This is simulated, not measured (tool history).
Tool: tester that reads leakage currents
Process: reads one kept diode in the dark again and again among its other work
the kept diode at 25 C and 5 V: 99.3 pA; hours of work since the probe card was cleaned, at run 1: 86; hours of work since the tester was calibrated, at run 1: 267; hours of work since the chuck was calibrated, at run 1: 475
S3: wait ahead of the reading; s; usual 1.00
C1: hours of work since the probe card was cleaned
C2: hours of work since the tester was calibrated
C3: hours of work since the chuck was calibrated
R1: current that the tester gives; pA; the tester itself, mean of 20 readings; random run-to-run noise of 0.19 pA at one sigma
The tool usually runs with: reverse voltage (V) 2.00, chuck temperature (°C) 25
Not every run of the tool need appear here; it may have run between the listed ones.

{"run": 1, "day": 0.0, "reverse voltage (V)": 2.0, "chuck temperature (°C)": 25, "S3": 1.0, "C1": 86, "C2": 267, "C3": 475, "R1": 51.14}
{"run": 2, "day": 2.0, "reverse voltage (V)": 2.0, "chuck temperature (°C)": 25, "S3": 1.0, "C1": 111, "C2": 291, "C3": 500, "R1": 50.85}
{"run": 3, "day": 2.975, "reverse voltage (V)": 1.7, "chuck temperature (°C)": 25, "S3": 1.0, "C1": 123, "C2": 303, "C3": 512, "R1": 46.45}
{"run": 4, "day": 4.65, "reverse voltage (V)": 2.0, "chuck temperature (°C)": 25, "S3": 1.0, "C1": 143, "C2": 324, "C3": 532, "R1": 50.36}
{"run": 5, "day": 5.871, "reverse voltage (V)": 2.0, "chuck temperature (°C)": 25, "S3": 1.0, "C1": 158, "C2": 339, "C3": 547, "R1": 50.54}
{"run": 6, "day": 7.871, "reverse voltage (V)": 2.0, "chuck temperature (°C)": 25, "S3": 1.0, "C1": 183, "C2": 363, "C3": 572, "R1": 49.99}
{"run": 7, "day": 9.754, "reverse voltage (V)": 3.0, "chuck temperature (°C)": 25, "S3": 1.0, "C1": 206, "C2": 387, "C3": 595, "R1": 62.3}
{"run": 8, "day": 11.5, "reverse voltage (V)": 3.0, "chuck temperature (°C)": 32, "S3": 1.0, "C1": 227, "C2": 408, "C3": 616, "R1": 114.85}
{"day": 12.308, "done": "chuck's temperature calibrated"}
{"run": 9, "day": 12.508, "reverse voltage (V)": 1.54, "chuck temperature (°C)": 25, "S3": 1.0, "C1": 238, "C2": 419, "C3": 2, "R1": 51.88}
{"run": 10, "day": 13.796, "reverse voltage (V)": 1.54, "chuck temperature (°C)": 25, "S3": 1.0, "C1": 254, "C2": 435, "C3": 18, "R1": 51.56}
{"run": 11, "day": 14.625, "reverse voltage (V)": 2.0, "chuck temperature (°C)": 25, "S3": 0.81, "C1": 264, "C2": 445, "C3": 28, "R1": 59.86}
{"run": 12, "day": 16.221, "reverse voltage (V)": 2.0, "chuck temperature (°C)": 25, "S3": 0.81, "C1": 284, "C2": 465, "C3": 48, "R1": 59.79}
{"run": 13, "day": 18.158, "reverse voltage (V)": 1.74, "chuck temperature (°C)": 25, "S3": 1.0, "C1": 308, "C2": 489, "C3": 72, "R1": 54.38}
{"run": 14, "day": 19.875, "reverse voltage (V)": 1.74, "chuck temperature (°C)": 25, "S3": 1.0, "C1": 329, "C2": 510, "C3": 93, "R1": 54.18}
{"run": 15, "day": 21.875, "reverse voltage (V)": 1.74, "chuck temperature (°C)": 25, "S3": 1.0, "C1": 353, "C2": 534, "C3": 117, "R1": 54.07}
{"run": 16, "day": 23.746, "reverse voltage (V)": 2.0, "chuck temperature (°C)": 25, "S3": 4.44, "C1": 376, "C2": 557, "C3": 140, "R1": 57.26}
{"run": 17, "day": 24.796, "reverse voltage (V)": 2.0, "chuck temperature (°C)": 35, "S3": 1.0, "C1": 389, "C2": 570, "C3": 153, "R1": 137.57}
{"run": 18, "day": 25.704, "reverse voltage (V)": 2.0, "chuck temperature (°C)": 35, "S3": 1.0, "C1": 400, "C2": 581, "C3": 164, "R1": 136.72}
{"run": 19, "day": 27.088, "reverse voltage (V)": 2.0, "chuck temperature (°C)": 35, "S3": 1.0, "C1": 417, "C2": 598, "C3": 181, "R1": 136.32}
{"run": 20, "day": 28.583, "reverse voltage (V)": 2.0, "chuck temperature (°C)": 35, "S3": 1.0, "C1": 436, "C2": 616, "C3": 199, "R1": 133.88}
{"run": 21, "day": 30.004, "reverse voltage (V)": 2.0, "chuck temperature (°C)": 21, "S3": 7.52, "C1": 453, "C2": 634, "C3": 217, "R1": 38.67}
{"run": 22, "day": 30.967, "reverse voltage (V)": 2.54, "chuck temperature (°C)": 25, "S3": 2.24, "C1": 465, "C2": 646, "C3": 229, "R1": 64.04}
{"run": 23, "day": 32.242, "reverse voltage (V)": 2.54, "chuck temperature (°C)": 25, "S3": 2.24, "C1": 480, "C2": 661, "C3": 244, "R1": 63.68}
{"run": 24, "day": 33.596, "reverse voltage (V)": 2.0, "chuck temperature (°C)": 25, "S3": 7.9, "C1": 497, "C2": 678, "C3": 261, "R1": 55.05}
{"run": 25, "day": 35.562, "reverse voltage (V)": 1.43, "chuck temperature (°C)": 25, "S3": 0.35, "C1": 521, "C2": 702, "C3": 285, "R1": 46.73}
{"run": 26, "day": 36.538, "reverse voltage (V)": 2.0, "chuck temperature (°C)": 59, "S3": 1.0, "C1": 533, "C2": 714, "C3": 297, "R1": 873.37}
{"run": 27, "day": 37.504, "reverse voltage (V)": 7.64, "chuck temperature (°C)": 41, "S3": 0.55, "C1": 545, "C2": 726, "C3": 309, "R1": 456.12}
{"run": 28, "day": 39.058, "reverse voltage (V)": 1.75, "chuck temperature (°C)": 44, "S3": 1.11, "C1": 564, "C2": 745, "C3": 328, "R1": 254.14}
{"run": 29, "day": 40.062, "reverse voltage (V)": 1.75, "chuck temperature (°C)": 44, "S3": 1.11, "C1": 576, "C2": 757, "C3": 340, "R1": 252.83}
{"run": 30, "day": 41.129, "reverse voltage (V)": 5.44, "chuck temperature (°C)": 40, "S3": 1.11, "C1": 589, "C2": 770, "C3": 353, "R1": 343.28}
{"run": 31, "day": 42.229, "reverse voltage (V)": 2.35, "chuck temperature (°C)": 40, "S3": 0.88, "C1": 603, "C2": 784, "C3": 367, "R1": 214.08}
{"run": 32, "day": 43.95, "reverse voltage (V)": 2.35, "chuck temperature (°C)": 40, "S3": 0.88, "C1": 624, "C2": 805, "C3": 388, "R1": 212.77}
{"run": 33, "day": 45.167, "reverse voltage (V)": 2.35, "chuck temperature (°C)": 37, "S3": 0.88, "C1": 639, "C2": 820, "C3": 403, "R1": 163.77}
{"run": 34, "day": 46.162, "reverse voltage (V)": 2.35, "chuck temperature (°C)": 37, "S3": 0.88, "C1": 651, "C2": 832, "C3": 415, "R1": 163.99}
{"run": 35, "day": 48.075, "reverse voltage (V)": 2.35, "chuck temperature (°C)": 37, "S3": 0.88, "C1": 675, "C2": 855, "C3": 438, "R1": 163.21}
{"run": 36, "day": 49.871, "reverse voltage (V)": 2.13, "chuck temperature (°C)": 27, "S3": 5.69, "C1": 697, "C2": 877, "C3": 460, "R1": 64.3}
{"run": 37, "day": 50.996, "reverse voltage (V)": 4.81, "chuck temperature (°C)": 27, "S3": 5.69, "C1": 710, "C2": 891, "C3": 474, "R1": 100.91}
{"run": 38, "day": 52.817, "reverse voltage (V)": 3.13, "chuck temperature (°C)": 60, "S3": 2.64, "C1": 733, "C2": 913, "C3": 497, "R1": 1144.05}
{"run": 39, "day": 54.842, "reverse voltage (V)": 3.13, "chuck temperature (°C)": 32, "S3": 2.64, "C1": 757, "C2": 938, "C3": 521, "R1": 121.39}

Hidden state at the last listed run before each entry between runs and at the first one after, where it differs:
In the gap between runs 8 and 9: chuck's temperature calibrated (day 12.308)
  stray current of the dirty probe card, pA a volt: 0.189 -> 0.197; true chuck temperature over the reading, C: -2.34 -> -0.12
  measured less the result without the state, R1: -25.67 -> -0.44 pA

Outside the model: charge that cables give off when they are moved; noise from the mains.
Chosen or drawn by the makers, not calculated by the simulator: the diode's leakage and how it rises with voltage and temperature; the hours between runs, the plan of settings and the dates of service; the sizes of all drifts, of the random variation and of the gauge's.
